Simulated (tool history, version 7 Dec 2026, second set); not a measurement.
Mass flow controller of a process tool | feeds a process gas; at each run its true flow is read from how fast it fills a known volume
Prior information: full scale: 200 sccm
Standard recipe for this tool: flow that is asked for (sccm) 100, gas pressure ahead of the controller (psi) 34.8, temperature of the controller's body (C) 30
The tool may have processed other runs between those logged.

run	hour	flow that is asked for (sccm)	gas pressure ahead of the controller (psi)	temperature of the controller's body (C)	true flow (%)
1	0.0	100	34.8	30	99.19
2	107.1	100	34.8	25	98.58
3	234.7	100	34.8	25	98.57
4	426.4	100	34.8	25	98.49
5	599.7	131	34.8	30	99.62
6	728.1	131	34.8	30	99.63
7	867.8	131	34.8	30	99.58
8	981.3	131	34.8	30	99.77
9	1167.4	131	34.8	23	98.89
10	1352.2	131	34.8	23	98.84
11	1504.8	131	34.8	23	98.72
12	1674.9	131	34.8	23	98.88
13	1837.8	131	34.8	23	98.88
14	1942.3	100	34.8	34	99.51
15	2163.6	51	21.0	33	98.17
16	2368.1	23	24.4	33	97.85
17	2588.9	23	24.4	33	97.91

Run 18 has not been measured yet. What should we expect?
18	2729.5	142	24.4	38	?

Run 18 yielded true flow (%) 100.37.
Take away the tool's hidden state, keep the run-to-run variation as it was, and the same run would have given true flow (%) 100.36.
